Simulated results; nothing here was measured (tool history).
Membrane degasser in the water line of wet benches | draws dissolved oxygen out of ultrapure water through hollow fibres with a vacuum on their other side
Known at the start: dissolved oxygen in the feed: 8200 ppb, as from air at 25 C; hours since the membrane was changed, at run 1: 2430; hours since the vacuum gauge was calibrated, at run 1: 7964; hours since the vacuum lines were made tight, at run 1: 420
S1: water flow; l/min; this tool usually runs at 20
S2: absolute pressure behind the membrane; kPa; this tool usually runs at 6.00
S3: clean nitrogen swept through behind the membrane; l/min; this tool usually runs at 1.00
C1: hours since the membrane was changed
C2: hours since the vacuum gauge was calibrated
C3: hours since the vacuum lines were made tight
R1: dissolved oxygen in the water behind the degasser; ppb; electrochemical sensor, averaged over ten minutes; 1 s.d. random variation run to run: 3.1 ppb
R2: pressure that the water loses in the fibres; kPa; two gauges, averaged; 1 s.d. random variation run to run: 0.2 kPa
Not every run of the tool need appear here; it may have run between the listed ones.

run,hour,S1,S2,S3,C1,C2,C3,R1,R2
1,0.0,20,6.00,1.00,2430,7964,420,334.0,46.22
2,133.1,20,6.00,1.00,2563,8097,553,332.8,45.38
# hour 198.7: vacuum gauge calibrated
3,254.7,20,6.00,1.00,2684,56,674,347.1,46.16
4,384.2,20,6.00,1.00,2814,186,803,341.8,45.88
5,448.8,20,6.23,1.00,2878,250,868,350.2,46.14
6,532.9,20,6.23,1.00,2963,334,952,348.0,45.85
7,605.4,20,6.23,1.00,3035,407,1025,350.7,45.96
# hour 619.7: vacuum gauge calibrated, once more
8,700.3,20,6.23,1.00,3129,81,1119,339.3,46.15
9,777.6,20,6.00,1.00,3207,158,1196,325.4,45.98
10,838.5,20,6.00,1.00,3268,219,1257,331.0,46.05
11,908.7,20,6.00,0.41,3338,289,1327,463.8,45.97
12,1038.2,20,13.28,0.41,3467,419,1457,1042.6,45.94
13,1124.5,20,6.00,1.00,3554,505,1543,330.1,46.23
14,1265.8,20,6.00,1.00,3695,646,1684,330.8,45.96
15,1389.2,20,6.00,1.00,3818,770,1808,333.3,46.54
16,1504.6,20,6.00,1.00,3934,885,1923,335.5,45.95
17,1597.8,20,6.00,1.00,4027,978,2016,330.3,46.35
18,1744.8,20,6.00,0.48,4174,1125,2163,435.1,46.65
19,1891.4,12,13.00,2.37,4321,1272,2310,218.2,27.98
20,1980.8,18,13.68,1.78,4410,1361,2399,418.4,41.51
21,2112.6,12,13.68,1.78,4542,1493,2531,265.7,27.76
22,2205.8,12,13.68,2.67,4635,1586,2624,210.9,27.76
23,2317.0,12,13.68,2.67,4746,1697,2736,213.5,27.93
24,2429.7,12,13.68,2.67,4859,1810,2848,215.3,27.78
25,2546.7,20,6.00,1.73,4976,1927,2965,289.7,46.55
26,2616.0,30,5.55,1.15,5045,1996,3035,496.7,70.26
27,2734.6,30,9.69,1.00,5164,2115,3153,747.3,70.12
28,2845.6,30,9.69,1.00,5275,2226,3264,755.5,70.07
29,2979.3,30,9.69,1.00,5408,2360,3398,746.4,70.22
30,3083.3,30,9.69,1.00,5512,2464,3502,744.5,69.94
31,3195.7,30,9.69,1.00,5625,2576,3614,736.2,70.23
32,3298.5,30,9.69,1.00,5728,2679,3717,738.6,70.29

Had the tool no unlogged condition, and each run kept its random variation, what would the results have been?
The hidden state here: membrane still open, %; true pressure behind the membrane over the reading, kPa; air that leaks in behind the membrane, l/min; drift of the gauge itself on oxygen_ppb, %; drift of the gauge itself on loss_of_pressure_kpa, %.
run,R1,R2
1,306.0,45.47
2,304.0,44.59
3,314.1,45.32
4,308.4,45.00
5,316.5,45.24
6,314.0,44.92
7,315.9,45.01
8,322.7,45.17
9,308.5,44.97
10,313.3,45.03
11,445.4,44.92
12,1025.7,44.85
13,310.3,45.10
14,309.9,44.79
15,311.3,45.32
16,312.5,44.70
17,306.9,45.06
18,409.1,45.31
19,203.3,27.15
20,395.1,40.24
21,249.2,26.88
22,195.1,26.86
23,197.0,27.01
24,198.2,26.84
25,260.5,44.93
26,452.2,67.79
27,702.4,67.59
28,709.0,67.49
29,699.0,67.57
30,696.3,67.25
31,687.3,67.47
32,688.5,67.47
